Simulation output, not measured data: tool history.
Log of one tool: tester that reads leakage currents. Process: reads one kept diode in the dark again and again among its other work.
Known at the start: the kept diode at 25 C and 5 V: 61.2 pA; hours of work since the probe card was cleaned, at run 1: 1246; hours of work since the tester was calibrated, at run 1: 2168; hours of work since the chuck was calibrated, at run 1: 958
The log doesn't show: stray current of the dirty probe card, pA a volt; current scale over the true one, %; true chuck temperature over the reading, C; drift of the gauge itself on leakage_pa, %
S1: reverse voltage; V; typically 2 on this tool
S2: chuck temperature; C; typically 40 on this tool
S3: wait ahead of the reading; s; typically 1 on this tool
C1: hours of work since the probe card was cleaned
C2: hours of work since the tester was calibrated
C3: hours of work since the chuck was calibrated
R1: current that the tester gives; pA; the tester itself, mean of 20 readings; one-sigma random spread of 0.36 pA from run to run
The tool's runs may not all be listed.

run 1 hour=0 | S1=2 S2=40 S3=1 | C1=1246 C2=2168 C3=958 | R1=115.52
run 2 hour=141.1 | S1=2 S2=21 S3=1 | C1=1334 C2=2256 C3=1045 | R1=32.54
run 3 hour=296.6 | S1=2 S2=21 S3=1 | C1=1431 C2=2352 C3=1142 | R1=32.5
run 4 hour=432.6 | S1=7.55 S2=40 S3=1 | C1=1515 C2=2437 C3=1227 | R1=203.56
-- hour=626.1 chuck's temperature calibrated
run 5 hour=638.9 | S1=2 S2=40 S3=1 | C1=1642 C2=2564 C3=8 | R1=121.16
run 6 hour=792.4 | S1=2 S2=40 S3=1 | C1=1738 C2=2660 C3=103 | R1=120.8
run 7 hour=988.2 | S1=2 S2=40 S3=1 | C1=1859 C2=2781 C3=225 | R1=120.15
run 8 hour=1198.4 | S1=2 S2=40 S3=1.39 | C1=1990 C2=2912 C3=356 | R1=119.61
run 9 hour=1393.5 | S1=2 S2=40 S3=1.39 | C1=2111 C2=3033 C3=477 | R1=118.79
run 10 hour=1524.8 | S1=2 S2=40 S3=1.39 | C1=2193 C2=3115 C3=559 | R1=118.04
run 11 hour=1679.5 | S1=2 S2=40 S3=3.49 | C1=2289 C2=3211 C3=655 | R1=117.05
run 12 hour=1797.6 | S1=2 S2=40 S3=3.49 | C1=2362 C2=3284 C3=728 | R1=117.03
run 13 hour=1931.9 | S1=2.3 S2=28 S3=3.49 | C1=2446 C2=3368 C3=812 | R1=56.98
run 14 hour=2113.2 | S1=2.3 S2=28 S3=3.49 | C1=2559 C2=3481 C3=925 | R1=56.61
run 15 hour=2296.2 | S1=12.23 S2=49 S3=3.49 | C1=2672 C2=3594 C3=1038 | R1=442.2
run 16 hour=2399.9 | S1=15.89 S2=29 S3=1.7 | C1=2737 C2=3659 C3=1103 | R1=158.85
run 17 hour=2586 | S1=15.89 S2=29 S3=1.7 | C1=2853 C2=3775 C3=1219 | R1=160.93
-- hour=2793.3 chuck's temperature calibrated
run 18 hour=2795.1 | S1=1.96 S2=55 S3=2.65 | C1=2981 C2=3903 C3=1 | R1=309.98
run 19 hour=2985.9 | S1=1.96 S2=55 S3=1.38 | C1=3100 C2=4022 C3=120 | R1=308.93
run 20 hour=3104.8 | S1=2.63 S2=36 S3=1 | C1=3174 C2=4096 C3=194 | R1=110.53
-- hour=3120.9 probe card cleaned and baked
run 21 hour=3308.8 | S1=13.12 S2=40 S3=1 | C1=117 C2=4221 C3=319 | R1=265
run 22 hour=3507.6 | S1=1.42 S2=43 S3=4.44 | C1=240 C2=4344 C3=442 | R1=125.42
run 23 hour=3690.6 | S1=2 S2=40 S3=2.64 | C1=354 C2=4458 C3=556 | R1=118.68

What differs in the tool's unlogged condition from the final listed run ahead of each entry between runs to the first listed run following it?
Logged between run 4 and run 5: chuck's temperature calibrated (hour 626.1)
  stray current of the dirty probe card, pA a volt: 1.162 -> 1.26; current scale over the true one, %: 1.31 -> 1.37; true chuck temperature over the reading, C: -1.07 -> -0.1
  what was measured, less what the result would be without the hidden state, R1: -2.51 -> +3.38 pA
Logged between run 17 and run 18: chuck's temperature calibrated (hour 2793.3)
  stray current of the dirty probe card, pA a volt: 2.183 -> 2.277; current scale over the true one, %: 1.98 -> 2.05; true chuck temperature over the reading, C: -1.35 -> 0.21
  what was measured, less what the result would be without the hidden state, R1: +25.72 -> +14.38 pA
Logged between run 20 and run 21: probe card cleaned and baked (hour 3120.9)
  stray current of the dirty probe card, pA a volt: 2.421 -> 0.107; current scale over the true one, %: 2.14 -> 2.2; true chuck temperature over the reading, C: 0.02 -> -0.09
  what was measured, less what the result would be without the hidden state, R1: +8.79 -> +5.29 pA
